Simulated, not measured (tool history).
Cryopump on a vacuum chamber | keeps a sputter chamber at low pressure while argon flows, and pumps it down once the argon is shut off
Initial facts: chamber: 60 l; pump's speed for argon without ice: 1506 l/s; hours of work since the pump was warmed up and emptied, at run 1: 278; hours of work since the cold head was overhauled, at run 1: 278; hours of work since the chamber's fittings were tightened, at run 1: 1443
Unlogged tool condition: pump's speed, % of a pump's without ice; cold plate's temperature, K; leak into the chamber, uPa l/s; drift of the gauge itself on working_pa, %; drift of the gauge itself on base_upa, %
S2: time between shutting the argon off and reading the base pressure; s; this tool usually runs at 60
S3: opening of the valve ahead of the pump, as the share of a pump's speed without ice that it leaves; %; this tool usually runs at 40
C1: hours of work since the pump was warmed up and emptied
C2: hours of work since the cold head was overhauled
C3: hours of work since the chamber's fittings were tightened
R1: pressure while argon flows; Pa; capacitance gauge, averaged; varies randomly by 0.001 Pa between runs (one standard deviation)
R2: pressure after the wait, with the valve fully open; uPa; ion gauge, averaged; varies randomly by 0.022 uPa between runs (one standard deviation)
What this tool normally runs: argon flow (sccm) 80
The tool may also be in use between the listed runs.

run 1 hour=0.0 | argon_flow_(sccm)=80 S2=60 S3=40 | C1=278 C2=278 C3=1443 | R1=0.2429 R2=1.39
run 2 hour=12.2 | argon_flow_(sccm)=80 S2=60 S3=40 | C1=284 C2=284 C3=1449 | R1=0.2434 R2=1.42
run 3 hour=25.2 | argon_flow_(sccm)=80 S2=60 S3=40 | C1=290 C2=290 C3=1455 | R1=0.2427 R2=1.40
run 4 hour=38.0 | argon_flow_(sccm)=80 S2=60 S3=40 | C1=296 C2=296 C3=1461 | R1=0.2439 R2=1.42
run 5 hour=47.9 | argon_flow_(sccm)=80 S2=60 S3=40 | C1=301 C2=301 C3=1466 | R1=0.2443 R2=1.46
run 6 hour=62.2 | argon_flow_(sccm)=80 S2=60 S3=40 | C1=308 C2=308 C3=1472 | R1=0.2453 R2=1.45
-- hour=75.4 pump warmed up, emptied and cooled again
run 7 hour=75.4 | argon_flow_(sccm)=144 S2=60 S3=40 | C1=0 C2=312 C3=1476 | R1=0.4064 R2=1.28
run 8 hour=86.4 | argon_flow_(sccm)=120 S2=60 S3=40 | C1=5 C2=317 C3=1482 | R1=0.3368 R2=1.23
run 9 hour=95.8 | argon_flow_(sccm)=120 S2=60 S3=40 | C1=10 C2=322 C3=1486 | R1=0.3397 R2=1.25
run 10 hour=104.3 | argon_flow_(sccm)=80 S2=60 S3=29 | C1=14 C2=326 C3=1490 | R1=0.3131 R2=1.23
run 11 hour=113.8 | argon_flow_(sccm)=80 S2=60 S3=29 | C1=18 C2=330 C3=1495 | R1=0.3088 R2=1.30
run 12 hour=125.2 | argon_flow_(sccm)=80 S2=24 S3=40 | C1=24 C2=336 C3=1500 | R1=0.2264 R2=1.83
run 13 hour=140.6 | argon_flow_(sccm)=80 S2=40 S3=40 | C1=31 C2=343 C3=1507 | R1=0.2273 R2=1.46
run 14 hour=154.3 | argon_flow_(sccm)=80 S2=40 S3=40 | C1=38 C2=349 C3=1514 | R1=0.2265 R2=1.45
run 15 hour=163.9 | argon_flow_(sccm)=80 S2=40 S3=40 | C1=42 C2=354 C3=1518 | R1=0.2262 R2=1.50
run 16 hour=173.6 | argon_flow_(sccm)=80 S2=60 S3=40 | C1=47 C2=359 C3=1523 | R1=0.2266 R2=1.25
run 17 hour=183.2 | argon_flow_(sccm)=80 S2=24 S3=40 | C1=51 C2=363 C3=1528 | R1=0.2284 R2=1.88
run 18 hour=197.1 | argon_flow_(sccm)=80 S2=24 S3=40 | C1=58 C2=370 C3=1534 | R1=0.2292 R2=1.83
run 19 hour=213.5 | argon_flow_(sccm)=85 S2=63 S3=40 | C1=66 C2=378 C3=1542 | R1=0.2421 R2=1.34
run 20 hour=221.1 | argon_flow_(sccm)=45 S2=60 S3=29 | C1=69 C2=381 C3=1546 | R1=0.1767 R2=1.35
run 21 hour=236.5 | argon_flow_(sccm)=79 S2=188 S3=18 | C1=77 C2=389 C3=1553 | R1=0.4942 R2=1.09
run 22 hour=249.4 | argon_flow_(sccm)=151 S2=110 S3=54 | C1=83 C2=395 C3=1559 | R1=0.3251 R2=1.15
run 23 hour=260.2 | argon_flow_(sccm)=151 S2=30 S3=27 | C1=88 C2=400 C3=1564 | R1=0.6360 R2=1.69
run 24 hour=271.3 | argon_flow_(sccm)=80 S2=170 S3=26 | C1=93 C2=405 C3=1570 | R1=0.3519 R2=1.11
run 25 hour=281.5 | argon_flow_(sccm)=80 S2=170 S3=26 | C1=98 C2=410 C3=1574 | R1=0.3484 R2=1.14
run 26 hour=290.4 | argon_flow_(sccm)=80 S2=170 S3=26 | C1=102 C2=414 C3=1579 | R1=0.3518 R2=1.11
run 27 hour=304.0 | argon_flow_(sccm)=80 S2=170 S3=26 | C1=109 C2=421 C3=1585 | R1=0.3479 R2=1.12
run 28 hour=313.3 | argon_flow_(sccm)=49 S2=36 S3=40 | C1=113 C2=425 C3=1589 | R1=0.1426 R2=1.59
run 29 hour=324.5 | argon_flow_(sccm)=156 S2=95 S3=25 | C1=119 C2=430 C3=1595 | R1=0.7154 R2=1.22
run 30 hour=338.5 | argon_flow_(sccm)=156 S2=95 S3=25 | C1=125 C2=437 C3=1601 | R1=0.7162 R2=1.25
run 31 hour=351.2 | argon_flow_(sccm)=156 S2=95 S3=25 | C1=131 C2=443 C3=1608 | R1=0.7176 R2=1.26
run 32 hour=366.8 | argon_flow_(sccm)=47 S2=95 S3=17 | C1=139 C2=451 C3=1615 | R1=0.3140 R2=1.28
run 33 hour=380.8 | argon_flow_(sccm)=32 S2=34 S3=28 | C1=145 C2=457 C3=1622 | R1=0.1332 R2=1.67
run 34 hour=396.2 | argon_flow_(sccm)=32 S2=34 S3=19 | C1=153 C2=465 C3=1629 | R1=0.1931 R2=1.71

Hidden state at the last listed run before each entry between runs and at the first one after, where it differs:
Between runs 6 and 7: pump warmed up, emptied and cooled again (hour 75.4)
  pump's speed, % of a pump's without ice: 81.9 -> 99.7; leak into the chamber, uPa l/s: 1319 -> 1322
  the result without the hidden state subtracted from the measured one, R1: +0.0206 -> +0.0016 Pa; R2: +0.89 -> +0.69 uPa

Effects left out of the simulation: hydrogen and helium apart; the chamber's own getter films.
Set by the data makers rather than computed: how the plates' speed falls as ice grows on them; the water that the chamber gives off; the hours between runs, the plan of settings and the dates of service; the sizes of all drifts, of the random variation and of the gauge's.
